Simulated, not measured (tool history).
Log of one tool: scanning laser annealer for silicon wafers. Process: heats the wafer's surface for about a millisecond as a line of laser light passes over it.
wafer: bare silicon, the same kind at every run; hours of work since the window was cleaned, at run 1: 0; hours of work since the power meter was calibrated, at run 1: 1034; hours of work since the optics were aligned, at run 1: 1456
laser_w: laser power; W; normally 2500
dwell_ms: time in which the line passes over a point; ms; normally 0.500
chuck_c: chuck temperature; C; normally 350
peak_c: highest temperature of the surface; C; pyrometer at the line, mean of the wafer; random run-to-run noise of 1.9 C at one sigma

| run | hour | laser_w | dwell_ms | chuck_c | hours of work since the window was cleaned | hours of work since the power meter was calibrated | hours of work since the optics were aligned | peak_c |
|---|---|---|---|---|---|---|---|---|
| 1 | 0.0 | 2500 | 0.500 | 350 | 0 | 1034 | 1456 | 1174 |
| 2 | 48.1 | 2500 | 0.500 | 325 | 23 | 1057 | 1479 | 1149 |
| 3 | 115.9 | 2500 | 0.487 | 325 | 55 | 1090 | 1511 | 1137 |
| 4 | 189.7 | 2500 | 0.487 | 325 | 90 | 1125 | 1546 | 1134 |
| 5 | 236.8 | 2500 | 0.487 | 325 | 112 | 1147 | 1568 | 1133 |
| 6 | 277.4 | 2500 | 0.487 | 325 | 132 | 1166 | 1587 | 1133 |
| 7 | 340.0 | 2500 | 0.487 | 325 | 161 | 1196 | 1617 | 1135 |
| 8 | 392.5 | 2500 | 0.487 | 325 | 186 | 1221 | 1642 | 1132 |
| 9 | 462.4 | 2500 | 0.500 | 316 | 220 | 1254 | 1675 | 1138 |
| 10 | 531.0 | 2286 | 0.404 | 350 | 252 | 1287 | 1708 | 1006 |
| 11 | 572.8 | 2500 | 0.361 | 321 | 272 | 1306 | 1728 | 998 |
| 12 | 605.5 | 2407 | 0.507 | 326 | 287 | 1322 | 1743 | 1118 |
| 13 | 638.9 | 2626 | 0.401 | 381 | 303 | 1338 | 1759 | 1139 |
|  | 657.8 | optics aligned, line set to its width |
| 14 | 716.1 | 2626 | 0.401 | 381 | 338 | 1372 | 28 | 1144 |
| 15 | 756.2 | 2626 | 0.401 | 381 | 357 | 1391 | 47 | 1141 |
| 16 | 824.6 | 2584 | 0.614 | 344 | 389 | 1424 | 79 | 1302 |

Run 17, settings as shown, results not yet in. Your forecast:
| 17 | 891.8 | 2500 | 0.377 | 338 | 421 | 1455 | 111 | ? |

peak_c: 1032 C
The same run, on a tool lacking any hidden state, would have yielded peak_c 1048 C.

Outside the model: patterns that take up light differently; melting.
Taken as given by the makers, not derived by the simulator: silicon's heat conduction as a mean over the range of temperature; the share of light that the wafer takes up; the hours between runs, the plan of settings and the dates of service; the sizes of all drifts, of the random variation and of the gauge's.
